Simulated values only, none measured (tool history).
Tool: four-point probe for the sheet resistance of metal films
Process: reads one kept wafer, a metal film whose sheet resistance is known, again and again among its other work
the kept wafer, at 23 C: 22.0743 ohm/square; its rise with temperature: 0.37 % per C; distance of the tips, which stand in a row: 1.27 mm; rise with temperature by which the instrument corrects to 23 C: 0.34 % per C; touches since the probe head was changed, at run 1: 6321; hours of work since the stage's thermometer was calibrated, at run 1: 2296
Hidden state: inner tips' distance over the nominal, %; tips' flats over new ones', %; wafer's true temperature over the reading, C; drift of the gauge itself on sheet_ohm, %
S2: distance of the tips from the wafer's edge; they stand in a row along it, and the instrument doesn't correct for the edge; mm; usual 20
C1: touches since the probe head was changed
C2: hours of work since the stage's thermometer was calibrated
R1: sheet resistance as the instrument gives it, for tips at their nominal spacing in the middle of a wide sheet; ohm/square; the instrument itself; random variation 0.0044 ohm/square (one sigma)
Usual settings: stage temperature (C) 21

run 1 day=0.000 | stage_temperature_(C)=21 S2=20 | C1=6321 C2=2296 | R1=22.286975
run 2 day=1.979 | stage_temperature_(C)=21 S2=20 | C1=8340 C2=2331 | R1=22.296794
run 3 day=5.025 | stage_temperature_(C)=21 S2=20 | C1=11442 C2=2385 | R1=22.293046
run 4 day=8.633 | stage_temperature_(C)=21 S2=20 | C1=15121 C2=2448 | R1=22.308340
run 5 day=10.850 | stage_temperature_(C)=21 S2=20 | C1=17378 C2=2487 | R1=22.305086
run 6 day=14.308 | stage_temperature_(C)=21 S2=67 | C1=20905 C2=2548 | R1=22.274739
run 7 day=17.575 | stage_temperature_(C)=21 S2=67 | C1=24235 C2=2606 | R1=22.279227
run 8 day=19.275 | stage_temperature_(C)=21 S2=12 | C1=25963 C2=2636 | R1=22.410599
-- day=22.308 stage's thermometer calibrated
run 9 day=22.642 | stage_temperature_(C)=28 S2=20 | C1=29377 C2=6 | R1=22.391431
run 10 day=25.688 | stage_temperature_(C)=28 S2=20 | C1=32479 C2=60 | R1=22.402982
run 11 day=27.421 | stage_temperature_(C)=32 S2=20 | C1=34245 C2=90 | R1=22.429479
run 12 day=30.329 | stage_temperature_(C)=21 S2=11 | C1=37208 C2=142 | R1=22.478410
-- day=31.446 stage's thermometer calibrated, once more
run 13 day=33.996 | stage_temperature_(C)=21 S2=11 | C1=40924 C2=45 | R1=22.416675
run 14 day=37.354 | stage_temperature_(C)=22 S2=11 | C1=44350 C2=104 | R1=22.439603
run 15 day=40.212 | stage_temperature_(C)=22 S2=11 | C1=47260 C2=155 | R1=22.447276
run 16 day=43.204 | stage_temperature_(C)=22 S2=4 | C1=50311 C2=207 | R1=23.431417
run 17 day=45.221 | stage_temperature_(C)=22 S2=4 | C1=52364 C2=243 | R1=23.427261
run 18 day=47.442 | stage_temperature_(C)=22 S2=34 | C1=54628 C2=282 | R1=22.314850
run 19 day=50.467 | stage_temperature_(C)=34 S2=4 | C1=57713 C2=336 | R1=23.532237
run 20 day=53.608 | stage_temperature_(C)=21 S2=10 | C1=60913 C2=391 | R1=22.486927
run 21 day=56.225 | stage_temperature_(C)=25 S2=15 | C1=63580 C2=437 | R1=22.420150
run 22 day=58.921 | stage_temperature_(C)=25 S2=31 | C1=66329 C2=485 | R1=22.349680
run 23 day=61.404 | stage_temperature_(C)=35 S2=22 | C1=68861 C2=529 | R1=22.452525
-- day=62.175 new probe head fitted
run 24 day=64.825 | stage_temperature_(C)=25 S2=20 | C1=2699 C2=588 | R1=22.243787
run 25 day=66.533 | stage_temperature_(C)=25 S2=20 | C1=4439 C2=618 | R1=22.242644
run 26 day=69.067 | stage_temperature_(C)=33 S2=5 | C1=7023 C2=663 | R1=22.996336
run 27 day=72.288 | stage_temperature_(C)=33 S2=5 | C1=10305 C2=720 | R1=23.005221
run 28 day=75.933 | stage_temperature_(C)=33 S2=5 | C1=14021 C2=784 | R1=23.014163
run 29 day=79.612 | stage_temperature_(C)=33 S2=5 | C1=17769 C2=849 | R1=23.014341
run 30 day=82.896 | stage_temperature_(C)=33 S2=5 | C1=21116 C2=907 | R1=23.036180
run 31 day=85.121 | stage_temperature_(C)=33 S2=5 | C1=23383 C2=946 | R1=23.033596
run 32 day=87.571 | stage_temperature_(C)=25 S2=5 | C1=25880 C2=990 | R1=22.974285
run 33 day=91.096 | stage_temperature_(C)=25 S2=20 | C1=29472 C2=1052 | R1=22.286235
run 34 day=94.638 | stage_temperature_(C)=25 S2=20 | C1=33083 C2=1114 | R1=22.302912

Forecast each of these 5 alternatives for the next run:
run A day=98.033 | stage_temperature_(C)=20 S2=9 | C1=36542 C2=1174 | R1=?
run B day=98.033 | stage_temperature_(C)=20 S2=16 | C1=36542 C2=1174 | R1=?
run C day=98.033 | stage_temperature_(C)=19 S2=25 | C1=36542 C2=1174 | R1=?
run D day=98.033 | stage_temperature_(C)=22 S2=20 | C1=36542 C2=1174 | R1=?
run E day=98.033 | stage_temperature_(C)=22 S2=72 | C1=36542 C2=1174 | R1=?

run=A R1=22.450892
run=B R1=22.296953
run=C R1=22.248099
run=D R1=22.285906
run=E R1=22.242197
Without the tool's hidden state the same runs would have given:
run=A R1=22.282860
run=B R1=22.129995
run=C R1=22.081375
run=D R1=22.119237
run=E R1=22.075833

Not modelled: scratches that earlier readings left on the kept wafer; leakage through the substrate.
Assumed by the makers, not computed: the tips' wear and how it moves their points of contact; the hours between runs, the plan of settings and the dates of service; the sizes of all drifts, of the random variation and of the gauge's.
